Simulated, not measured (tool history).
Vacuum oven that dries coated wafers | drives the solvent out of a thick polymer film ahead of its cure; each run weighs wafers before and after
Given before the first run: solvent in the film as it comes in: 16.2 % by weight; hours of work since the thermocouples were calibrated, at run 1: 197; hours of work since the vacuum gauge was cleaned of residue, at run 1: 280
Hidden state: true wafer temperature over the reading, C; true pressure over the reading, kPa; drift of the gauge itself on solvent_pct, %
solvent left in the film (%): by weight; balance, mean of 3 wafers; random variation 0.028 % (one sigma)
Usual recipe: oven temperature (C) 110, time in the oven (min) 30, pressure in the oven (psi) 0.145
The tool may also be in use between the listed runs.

run   hour  oven temperature (C)  time in the oven (min)  pressure in the oven (psi)  hours of work since the thermocouples were calibrated  hours of work since the vacuum gauge was cleaned of residue  solvent left in the film (%)
  1    0.0                   110                      30                       0.145                                                    197                                                          280                          3.35
  2   37.5                   110                      30                       0.145                                                    214                                                          298                          3.33
  3   68.7                   110                      30                       0.145                                                    229                                                          312                          3.35
  4   88.5                   110                      40                       0.145                                                    238                                                          322                          2.19
  5  123.0                   110                      30                       0.145                                                    254                                                          338                          3.36
  6  145.5                   110                      30                       0.145                                                    264                                                          348                          3.32
  7  178.1                   110                      30                       0.145                                                    280                                                          363                          3.31
  8  210.0                   110                      30                       0.145                                                    294                                                          378                          3.33
  9  230.4                   110                      30                       0.145                                                    304                                                          388                          3.32
 10  248.8                   110                      30                       0.145                                                    312                                                          396                          3.30
 11  272.9                   100                      30                       0.145                                                    324                                                          407                          5.83
 12  310.5                   110                      30                       0.099                                                    341                                                          425                          3.23
 13  337.0                   118                      52                       0.476                                                    353                                                          437                          1.01
 14  375.3                   107                      39                       0.123                                                    371                                                          455                          2.85
 15  415.0                    95                      39                       0.316                                                    390                                                          473                          6.32

Run 16, settings as shown, results not yet in. Your forecast:
 16  438.4                   119                      18                       0.145                                                    401                                                          484                             ?

{"run 16": {"solvent left in the film (%)": 3.53}}
Take away the tool's hidden state, keep the run-to-run variation as it was, and the same run would have given solvent left in the film (%) 3.73.
